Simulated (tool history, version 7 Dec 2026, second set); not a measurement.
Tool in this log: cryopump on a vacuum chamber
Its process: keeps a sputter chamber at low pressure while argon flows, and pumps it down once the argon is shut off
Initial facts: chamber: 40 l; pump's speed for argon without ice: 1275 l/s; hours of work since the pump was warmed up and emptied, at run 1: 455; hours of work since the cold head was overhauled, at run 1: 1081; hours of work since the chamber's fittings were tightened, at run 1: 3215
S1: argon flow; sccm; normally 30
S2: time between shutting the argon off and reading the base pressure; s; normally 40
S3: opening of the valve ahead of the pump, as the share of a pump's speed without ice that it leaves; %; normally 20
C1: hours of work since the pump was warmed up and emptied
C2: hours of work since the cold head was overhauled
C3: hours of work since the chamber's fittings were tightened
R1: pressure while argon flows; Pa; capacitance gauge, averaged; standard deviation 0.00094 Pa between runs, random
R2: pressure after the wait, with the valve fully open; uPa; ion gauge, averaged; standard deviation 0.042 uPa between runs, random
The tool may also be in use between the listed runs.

| run | day | S1 | S2 | S3 | C1 | C2 | C3 | R1 | R2 |
|---|---|---|---|---|---|---|---|---|---|
| 1 | 0.000 | 30 | 40 | 20 | 455 | 1081 | 3215 | 0.2094 | 4.28 |
| 2 | 2.992 | 30 | 40 | 20 | 494 | 1120 | 3253 | 0.2110 | 4.34 |
|  | 4.450 | leaking fittings of the chamber tightened, without venting |
| 3 | 5.871 | 30 | 40 | 20 | 530 | 1156 | 18 | 0.2120 | 2.55 |
| 4 | 7.900 | 30 | 40 | 20 | 557 | 1182 | 45 | 0.2142 | 2.59 |
| 5 | 9.717 | 20 | 40 | 20 | 580 | 1206 | 68 | 0.1439 | 2.66 |
| 6 | 12.300 | 30 | 123 | 20 | 614 | 1240 | 102 | 0.2182 | 1.15 |
|  | 13.554 | pump warmed up, emptied and cooled again |
| 7 | 14.458 | 30 | 123 | 20 | 12 | 1265 | 127 | 0.1979 | 1.06 |
| 8 | 17.675 | 30 | 123 | 20 | 54 | 1307 | 169 | 0.1997 | 1.06 |
| 9 | 20.454 | 30 | 123 | 20 | 90 | 1343 | 205 | 0.2002 | 1.06 |
| 10 | 23.046 | 30 | 123 | 20 | 123 | 1376 | 239 | 0.2024 | 1.09 |
| 11 | 26.208 | 30 | 40 | 20 | 164 | 1418 | 280 | 0.2032 | 2.61 |
| 12 | 29.758 | 30 | 40 | 20 | 210 | 1464 | 326 | 0.2036 | 2.66 |
| 13 | 31.312 | 30 | 40 | 20 | 231 | 1484 | 346 | 0.2056 | 2.72 |
| 14 | 33.825 | 30 | 40 | 20 | 263 | 1516 | 379 | 0.2067 | 2.70 |
| 15 | 35.646 | 30 | 40 | 20 | 287 | 1540 | 403 | 0.2052 | 2.68 |
| 16 | 39.150 | 30 | 40 | 20 | 332 | 1586 | 448 | 0.2088 | 2.69 |
| 17 | 40.721 | 30 | 40 | 20 | 353 | 1606 | 468 | 0.2079 | 2.79 |
| 18 | 44.083 | 17 | 34 | 20 | 397 | 1650 | 512 | 0.1179 | 3.16 |
| 19 | 47.546 | 30 | 212 | 49 | 441 | 1695 | 557 | 0.0925 | 0.98 |
| 20 | 49.600 | 15 | 73 | 21 | 468 | 1721 | 584 | 0.0998 | 1.86 |
| 21 | 52.742 | 30 | 33 | 16 | 509 | 1762 | 625 | 0.2609 | 3.38 |
| 22 | 54.312 | 24 | 91 | 55 | 529 | 1783 | 645 | 0.0695 | 1.70 |
| 23 | 57.042 | 30 | 241 | 20 | 565 | 1818 | 680 | 0.2149 | 1.08 |
| 24 | 60.288 | 14 | 195 | 52 | 607 | 1860 | 723 | 0.0435 | 1.23 |
|  | 61.971 | pump warmed up, emptied and cooled again |
| 25 | 62.562 | 20 | 84 | 52 | 8 | 1887 | 749 | 0.0520 | 1.65 |
| 26 | 65.875 | 20 | 84 | 52 | 51 | 1930 | 792 | 0.0520 | 1.67 |
| 27 | 68.362 | 49 | 40 | 35 | 83 | 1962 | 825 | 0.1896 | 2.87 |
| 28 | 70.342 | 49 | 40 | 35 | 109 | 1988 | 850 | 0.1898 | 2.84 |
| 29 | 71.933 | 49 | 40 | 35 | 129 | 2009 | 871 | 0.1910 | 2.87 |
| 30 | 74.883 | 41 | 40 | 39 | 168 | 2047 | 909 | 0.1453 | 2.91 |
| 31 | 77.100 | 41 | 70 | 55 | 197 | 2076 | 938 | 0.1055 | 1.96 |
| 32 | 80.646 | 41 | 70 | 55 | 243 | 2122 | 984 | 0.1061 | 2.06 |
| 33 | 82.862 | 26 | 105 | 26 | 271 | 2151 | 1013 | 0.1380 | 1.65 |
| 34 | 85.467 | 26 | 105 | 26 | 305 | 2185 | 1047 | 0.1414 | 1.63 |

Predict each of these 4 candidate next runs independently; none follows another, all start after run 34:
| A | 87.896 | 42 | 40 | 20 | 337 | 2216 | 1079 | ? | ? |
| B | 87.896 | 39 | 40 | 17 | 337 | 2216 | 1079 | ? | ? |
| C | 87.896 | 24 | 256 | 19 | 337 | 2216 | 1079 | ? | ? |
| D | 87.896 | 26 | 105 | 27 | 337 | 2216 | 1079 | ? | ? |

| run | R1 | R2 |
|---|---|---|
| A | 0.2909 | 3.07 |
| B | 0.3163 | 3.07 |
| C | 0.1724 | 1.14 |
| D | 0.1336 | 1.78 |
What these runs would have given with no unlogged condition in the tool:
| run | R1 | R2 |
|---|---|---|
| A | 0.2787 | 2.50 |
| B | 0.3050 | 2.49 |
| C | 0.1655 | 0.57 |
| D | 0.1261 | 1.18 |

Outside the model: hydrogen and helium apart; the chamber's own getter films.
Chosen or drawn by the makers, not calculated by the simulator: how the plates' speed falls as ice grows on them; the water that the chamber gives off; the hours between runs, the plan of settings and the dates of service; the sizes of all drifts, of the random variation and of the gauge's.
